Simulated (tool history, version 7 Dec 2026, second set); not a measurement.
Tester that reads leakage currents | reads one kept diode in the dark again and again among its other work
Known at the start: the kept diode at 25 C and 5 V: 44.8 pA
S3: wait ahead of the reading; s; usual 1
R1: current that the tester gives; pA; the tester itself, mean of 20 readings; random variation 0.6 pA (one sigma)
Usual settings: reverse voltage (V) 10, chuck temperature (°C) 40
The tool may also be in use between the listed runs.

Run 1, day 0: usual settings. Result: R1 211.48 pA.
Run 2, day 0.975: usual settings but S3 0.99 s. Result: R1 212.4 pA.
Run 3, day 2.258: usual settings but S3 0.99 s. Result: R1 212.05 pA.
Run 4, day 3.804: usual settings but reverse voltage (V) 5.8. Result: R1 154.29 pA.
Run 5, day 5.271: usual settings. Result: R1 212.13 pA.
Run 6, day 6.812: usual settings. Result: R1 214.13 pA.
Run 7, day 7.508: usual settings. Result: R1 212.6 pA.
Run 8, day 9.017: usual settings but reverse voltage (V) 3.4. Result: R1 114.88 pA.
Run 9, day 10.429: usual settings. Result: R1 213.81 pA.
Run 10, day 11.55: usual settings. Result: R1 215.1 pA.
Run 11, day 12.983: usual settings. Result: R1 214.49 pA.
Run 12, day 14.3: usual settings. Result: R1 213.95 pA.
Run 13, day 15.612: usual settings but S3 0.6 s. Result: R1 217.02 pA.
Run 14, day 16.896: usual settings but S3 0.6 s. Result: R1 217.35 pA.
Run 15, day 18.071: usual settings but reverse voltage (V) 1.3. Result: R1 66.19 pA.
Run 16, day 19.242: usual settings but reverse voltage (V) 1.3. Result: R1 66.29 pA.
Run 17, day 20.267: usual settings. Result: R1 216.16 pA.
Run 18, day 21.292: usual settings. Result: R1 217.32 pA.
Run 19, day 22.629: usual settings but chuck temperature (°C) 39. Result: R1 203.57 pA.
Run 20, day 23.417: usual settings but chuck temperature (°C) 39. Result: R1 203.19 pA.
Run 21, day 24.479: usual settings but reverse voltage (V) 2.5, chuck temperature (°C) 27, S3 9.39 s. Result: R1 39.43 pA.
Run 22, day 25.854: usual settings but chuck temperature (°C) 55. Result: R1 563.29 pA.
Run 23, day 27.162: usual settings but reverse voltage (V) 3, chuck temperature (°C) 36. Result: R1 82.73 pA.
At day 27.367: tester calibrated.
Run 24, day 28.7: usual settings but reverse voltage (V) 3, chuck temperature (°C) 36. Result: R1 82.77 pA.
Run 25, day 30.354: usual settings but reverse voltage (V) 3, chuck temperature (°C) 36. Result: R1 82.74 pA.
Run 26, day 31.321: usual settings but reverse voltage (V) 2.9, chuck temperature (°C) 21, S3 4.99 s. Result: R1 28.93 pA.
At day 32.454: tester calibrated, once more.
Run 27, day 32.542: usual settings but chuck temperature (°C) 45, S3 5.42 s. Result: R1 298.8 pA.
Run 28, day 33.371: usual settings but reverse voltage (V) 3.7, chuck temperature (°C) 39, S3 5.42 s. Result: R1 113.21 pA.
Run 29, day 34.442: usual settings but reverse voltage (V) 3.7, chuck temperature (°C) 39, S3 5.42 s. Result: R1 113.01 pA.
Run 30, day 35.708: usual settings but reverse voltage (V) 3.7, chuck temperature (°C) 39, S3 5.42 s. Result: R1 113.11 pA.
Run 31, day 37.179: usual settings but reverse voltage (V) 3.5, S3 1.43 s. Result: R1 117.67 pA.
Run 32, day 38.346: usual settings but reverse voltage (V) 7.6, S3 2.77 s. Result: R1 185.69 pA.
Run 33, day 39.867: usual settings but chuck temperature (°C) 32, S3 4.04 s. Result: R1 129.26 pA.
Run 34, day 41: usual settings but reverse voltage (V) 5.8, chuck temperature (°C) 38, S3 6.47 s. Result: R1 138.48 pA.
Run 35, day 42.438: usual settings but reverse voltage (V) 5.8, chuck temperature (°C) 38, S3 6.47 s. Result: R1 138.79 pA.
Run 36, day 43.283: usual settings but reverse voltage (V) 5.8, chuck temperature (°C) 51, S3 0.43 s. Result: R1 325.03 pA.
Run 37, day 44.933: usual settings but reverse voltage (V) 13, chuck temperature (°C) 55, S3 7.86 s. Result: R1 659.31 pA.
Run 38, day 45.758: usual settings but reverse voltage (V) 13, chuck temperature (°C) 55, S3 7.86 s. Result: R1 656.37 pA.
Run 39, day 46.617: usual settings but reverse voltage (V) 11, S3 0.33 s. Result: R1 240.23 pA.

4 ways to go on from here, each from the tool as it stands after run 39. What would each give?
Run A, day 47.367: usual settings but reverse voltage (V) 11, chuck temperature (°C) 25, S3 0.33 s. Result: R1 ?.
Run B, day 47.367: usual settings but reverse voltage (V) 6. Result: R1 ?.
Run C, day 47.367: usual settings but chuck temperature (°C) 34, S3 1.55 s. Result: R1 ?.
Run D, day 47.367: usual settings but reverse voltage (V) 11, S3 0.96 s. Result: R1 ?.

run      R1
  A   96.75
  B  163.33
  C     150
  D  234.44
Without the tool's hidden state the same runs would have given:
run      R1
  A   78.61
  B  150.02
  C   131.4
  D  212.04
